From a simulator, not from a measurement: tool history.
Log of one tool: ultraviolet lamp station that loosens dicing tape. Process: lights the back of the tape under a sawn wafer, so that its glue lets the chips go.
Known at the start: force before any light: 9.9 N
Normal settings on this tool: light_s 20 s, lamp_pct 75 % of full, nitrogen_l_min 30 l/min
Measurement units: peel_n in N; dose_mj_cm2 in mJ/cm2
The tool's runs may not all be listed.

Run 1, hour 0: usual settings. Result: peel_n 0.88 N, dose_mj_cm2 356 mJ/cm2.
Run 2, hour 9.1: usual settings but lamp_pct 80 % of full. Result: peel_n 0.805 N, dose_mj_cm2 379 mJ/cm2.
Run 3, hour 18.3: usual settings but lamp_pct 80 % of full. Result: peel_n 0.782 N, dose_mj_cm2 376 mJ/cm2.
Run 4, hour 22.5: usual settings but lamp_pct 67 % of full. Result: peel_n 1.137 N, dose_mj_cm2 316 mJ/cm2.
Run 5, hour 30.5: usual settings but lamp_pct 67 % of full, nitrogen_l_min 42 l/min. Result: peel_n 0.941 N, dose_mj_cm2 312 mJ/cm2.
Run 6, hour 39.1: usual settings but lamp_pct 67 % of full, nitrogen_l_min 42 l/min. Result: peel_n 0.931 N, dose_mj_cm2 318 mJ/cm2.
Run 7, hour 47.2: usual settings but lamp_pct 67 % of full, nitrogen_l_min 42 l/min. Result: peel_n 0.916 N, dose_mj_cm2 315 mJ/cm2.
Run 8, hour 55.3: usual settings but lamp_pct 67 % of full, nitrogen_l_min 42 l/min. Result: peel_n 0.956 N, dose_mj_cm2 309 mJ/cm2.
Run 9, hour 63.2: usual settings but lamp_pct 67 % of full, nitrogen_l_min 42 l/min. Result: peel_n 0.952 N, dose_mj_cm2 313 mJ/cm2.
Run 10, hour 67.5: usual settings but lamp_pct 67 % of full, nitrogen_l_min 42 l/min. Result: peel_n 0.957 N, dose_mj_cm2 314 mJ/cm2.
Run 11, hour 74.6: usual settings but lamp_pct 67 % of full, nitrogen_l_min 42 l/min. Result: peel_n 0.964 N, dose_mj_cm2 309 mJ/cm2.
Run 12, hour 81.6: usual settings but lamp_pct 67 % of full, nitrogen_l_min 42 l/min. Result: peel_n 0.952 N, dose_mj_cm2 311 mJ/cm2.
Run 13, hour 86.9: usual settings but lamp_pct 67 % of full, nitrogen_l_min 42 l/min. Result: peel_n 0.939 N, dose_mj_cm2 309 mJ/cm2.
Run 14, hour 92.3: usual settings. Result: peel_n 0.926 N, dose_mj_cm2 344 mJ/cm2.
Run 15, hour 97.8: usual settings but light_s 30 s. Result: peel_n 0.413 N, dose_mj_cm2 520 mJ/cm2.
Run 16, hour 106.6: usual settings but nitrogen_l_min 57 l/min. Result: peel_n 0.641 N, dose_mj_cm2 347 mJ/cm2.
Run 17, hour 115.4: usual settings but nitrogen_l_min 16 l/min. Result: peel_n 1.536 N, dose_mj_cm2 346 mJ/cm2.
Run 18, hour 119.4: usual settings but nitrogen_l_min 29 l/min. Result: peel_n 0.98 N, dose_mj_cm2 340 mJ/cm2.
Run 19, hour 128.7: usual settings but nitrogen_l_min 29 l/min. Result: peel_n 1.019 N, dose_mj_cm2 340 mJ/cm2.
Run 20, hour 133: usual settings but nitrogen_l_min 12 l/min. Result: peel_n 1.904 N, dose_mj_cm2 346 mJ/cm2.
Run 21, hour 137.2: usual settings but nitrogen_l_min 12 l/min. Result: peel_n 1.956 N, dose_mj_cm2 340 mJ/cm2.
Run 22, hour 146.5: usual settings but light_s 10 s. Result: peel_n 2.946 N, dose_mj_cm2 166 mJ/cm2.
Run 23, hour 154: usual settings but lamp_pct 93 % of full, nitrogen_l_min 19 l/min. Result: peel_n 0.928 N, dose_mj_cm2 418 mJ/cm2.
Run 24, hour 161.3: usual settings but light_s 17 s. Result: peel_n 1.446 N, dose_mj_cm2 282 mJ/cm2.
Run 25, hour 166.5: usual settings but light_s 16 s, lamp_pct 64 % of full, nitrogen_l_min 45 l/min. Result: peel_n 1.591 N, dose_mj_cm2 227 mJ/cm2.
Run 26, hour 170.9: usual settings but lamp_pct 100 % of full, nitrogen_l_min 50 l/min. Result: peel_n 0.373 N, dose_mj_cm2 448 mJ/cm2.
Run 27, hour 175.7: usual settings but light_s 12 s, nitrogen_l_min 29 l/min. Result: peel_n 2.505 N, dose_mj_cm2 197 mJ/cm2.
Run 28, hour 182.1: usual settings but light_s 15 s, lamp_pct 95 % of full, nitrogen_l_min 54 l/min. Result: peel_n 0.764 N, dose_mj_cm2 323 mJ/cm2.
At hour 183.2: window cleaned of glue's vapour.
Run 29, hour 188.7: usual settings but light_s 15 s, lamp_pct 95 % of full, nitrogen_l_min 54 l/min. Result: peel_n 0.789 N, dose_mj_cm2 315 mJ/cm2.
Run 30, hour 198.2: usual settings but light_s 23 s, lamp_pct 70 % of full, nitrogen_l_min 21 l/min. Result: peel_n 1.213 N, dose_mj_cm2 354 mJ/cm2.
Run 31, hour 203.7: usual settings but light_s 28 s, lamp_pct 87 % of full, nitrogen_l_min 54 l/min. Result: peel_n 0.272 N, dose_mj_cm2 536 mJ/cm2.
Run 32, hour 212.4: usual settings but light_s 28 s, lamp_pct 87 % of full, nitrogen_l_min 54 l/min. Result: peel_n 0.275 N, dose_mj_cm2 534 mJ/cm2.
Run 33, hour 217.7: usual settings but light_s 12 s. Result: peel_n 2.508 N, dose_mj_cm2 196 mJ/cm2.
Run 34, hour 227.3: usual settings but light_s 12 s. Result: peel_n 2.524 N, dose_mj_cm2 197 mJ/cm2.
At hour 229: window cleaned of glue's vapour, once more.
Run 35, hour 233.7: usual settings but light_s 38 s, lamp_pct 85 % of full, nitrogen_l_min 51 l/min. Result: peel_n 0.186 N, dose_mj_cm2 797 mJ/cm2.
Run 36, hour 240.6: usual settings but light_s 34 s, nitrogen_l_min 11 l/min. Result: peel_n 0.606 N, dose_mj_cm2 632 mJ/cm2.
Run 37, hour 246.7: usual settings but light_s 33 s, nitrogen_l_min 14 l/min. Result: peel_n 0.53 N, dose_mj_cm2 607 mJ/cm2.
Run 38, hour 251.1: usual settings but light_s 33 s, lamp_pct 80 % of full, nitrogen_l_min 14 l/min. Result: peel_n 0.465 N, dose_mj_cm2 644 mJ/cm2.
Run 39, hour 255: usual settings but lamp_pct 67 % of full. Result: peel_n 1.051 N, dose_mj_cm2 329 mJ/cm2.
Run 40, hour 263.8: usual settings but light_s 17 s, lamp_pct 97 % of full. Result: peel_n 0.718 N, dose_mj_cm2 400 mJ/cm2.
Run 41, hour 270.8: usual settings but light_s 17 s, lamp_pct 97 % of full. Result: peel_n 0.724 N, dose_mj_cm2 404 mJ/cm2.
Run 42, hour 277.8: usual settings but light_s 21 s, lamp_pct 97 % of full. Result: peel_n 0.461 N, dose_mj_cm2 501 mJ/cm2.
Run 43, hour 285.6: usual settings but light_s 21 s, lamp_pct 97 % of full. Result: peel_n 0.453 N, dose_mj_cm2 492 mJ/cm2.

3 options for the next run, each taken on its own from the tool as it stands now. Forecast them:
Run A, hour 294.4: usual settings but light_s 21 s, lamp_pct 97 % of full, nitrogen_l_min 17 l/min. Result: peel_n ?, dose_mj_cm2 ?.
Run B, hour 294.4: usual settings but lamp_pct 80 % of full, nitrogen_l_min 13 l/min. Result: peel_n ?, dose_mj_cm2 ?.
Run C, hour 294.4: usual settings. Result: peel_n ?, dose_mj_cm2 ?.

run  peel_n  dose_mj_cm2
  A   0.716          495
  B   1.458          388
  C   0.862          361
Take away the tool's hidden state, keep each run's random variation, and the runs would have read:
run  peel_n  dose_mj_cm2
  A   0.603          535
  B   1.266          419
  C   0.731          390
